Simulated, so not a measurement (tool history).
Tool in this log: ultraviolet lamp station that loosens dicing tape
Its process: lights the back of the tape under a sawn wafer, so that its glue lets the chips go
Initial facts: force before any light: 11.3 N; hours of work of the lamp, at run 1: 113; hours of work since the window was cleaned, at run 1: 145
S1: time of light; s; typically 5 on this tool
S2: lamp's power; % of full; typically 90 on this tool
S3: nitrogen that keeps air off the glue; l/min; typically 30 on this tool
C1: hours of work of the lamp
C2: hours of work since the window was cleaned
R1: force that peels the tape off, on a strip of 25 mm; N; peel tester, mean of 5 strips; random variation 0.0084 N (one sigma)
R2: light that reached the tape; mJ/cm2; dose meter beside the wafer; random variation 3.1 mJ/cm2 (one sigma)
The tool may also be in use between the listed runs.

run	day	S1	S2	S3	C1	C2	R1	R2
1	0.000	5	90	30	113	145	0.397	454
2	0.371	5	90	30	119	150	0.397	451
3	0.533	5	90	30	121	153	0.412	451
4	0.750	2	90	30	124	156	2.699	180
5	1.062	2	90	30	129	161	2.757	179
6	1.346	2	90	30	133	165	2.804	181
7	1.700	2	90	30	139	171	2.814	180
8	1.929	5	90	30	142	174	0.401	446
9	2.321	5	90	30	148	180	0.405	448
10	2.604	5	90	30	153	184	0.423	449
11	2.829	5	90	30	156	188	0.421	443
12	3.046	5	90	30	159	191	0.410	445
13	3.312	7	83	32	163	195	0.208	570
14	3.575	7	83	32	167	199	0.215	576
15	3.950	6	76	36	173	205	0.376	450
16	4.200	5	68	22	177	209	0.988	333
17	4.475	5	70	30	181	213	0.782	346
18	4.692	9	73	44	184	216	0.161	642
19	5.038	9	73	44	190	221	0.162	646

What does the tool deliver on the next run?
20	5.417	8	99	16	195	227	?	?

Run 20 came out at R1 0.167 N, R2 768 mJ/cm2.
Take away the tool's hidden state, keep the run-to-run variation as it was, and the same run would have given R1 0.148 N, R2 843 mJ/cm2.
